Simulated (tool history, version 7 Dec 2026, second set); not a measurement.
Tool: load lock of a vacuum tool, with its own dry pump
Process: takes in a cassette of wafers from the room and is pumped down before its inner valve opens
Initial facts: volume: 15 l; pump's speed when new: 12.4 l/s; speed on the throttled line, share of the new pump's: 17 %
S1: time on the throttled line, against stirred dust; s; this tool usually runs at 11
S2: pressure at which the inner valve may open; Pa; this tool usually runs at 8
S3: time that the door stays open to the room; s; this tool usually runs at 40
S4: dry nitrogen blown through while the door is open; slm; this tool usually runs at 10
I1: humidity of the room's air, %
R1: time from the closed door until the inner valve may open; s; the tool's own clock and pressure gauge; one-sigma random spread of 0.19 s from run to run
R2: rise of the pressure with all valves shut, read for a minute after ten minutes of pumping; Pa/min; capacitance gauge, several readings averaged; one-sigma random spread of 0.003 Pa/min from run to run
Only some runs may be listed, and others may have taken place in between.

run,day,S1,S2,S3,S4,I1,R1,R2
1,0,11,8,40,10,41.1,21.3,0.091
2,3.733,11,8,40,10,45.1,21.3,0.099
3,8.771,7,8,40,10,43.2,17.7,0.108
4,11.396,8,8,40,10,46,18.4,0.105
5,16.775,11,8,40,10,46.2,21.3,0.107
6,20.621,10,8,40,10,43.8,20.5,0.117
7,26.308,11,8,40,10,44,20.7,0.117
8,29.179,11,8,40,10,47.6,21,0.121
9,32.912,11,8,40,10,45.6,21.2,0.127
10,36.738,11,8,40,10,47.4,21.2,0.131
11,40.7,15,8,40,38,45,24.4,0.114
12,45.767,15,8,40,38,39.6,24.4,0.111
13,48.488,11,12,40,10,46.1,20.8,0.136
14,54.179,11,12,40,10,44.8,20.3,0.144
15,60.517,11,12,40,10,42,20.6,0.146
16,65.558,11,12,40,10,45.9,20.4,0.153
17,68.75,10,8,37,38,42.9,20.6,0.142
18,74.512,10,8,37,38,41.7,20.3,0.141
19,79.362,14,8,115,10,44.1,24,0.2
20,83.392,15,7,89,38,42.3,24.6,0.17

Alternative continuations, all from the tool just after run 20; predict every row:
A,87.929,9,7,89,38,47.8,?,?
B,87.929,15,11,89,38,45.8,?,?
C,87.929,15,11,89,38,46,?,?
D,87.929,7,7,89,38,47.8,?,?
E,87.929,15,7,89,5,44.6,?,?

run,R1,R2
A,19.8,0.176
B,24.1,0.176
C,23.9,0.17
D,18.2,0.18
E,24.6,0.213
Stripped of hidden state, with their random variation kept, the same runs would have yielded:
run,R1,R2
A,19.3,0.045
B,23.7,0.046
C,23.4,0.039
D,17.6,0.05
E,24.1,0.084

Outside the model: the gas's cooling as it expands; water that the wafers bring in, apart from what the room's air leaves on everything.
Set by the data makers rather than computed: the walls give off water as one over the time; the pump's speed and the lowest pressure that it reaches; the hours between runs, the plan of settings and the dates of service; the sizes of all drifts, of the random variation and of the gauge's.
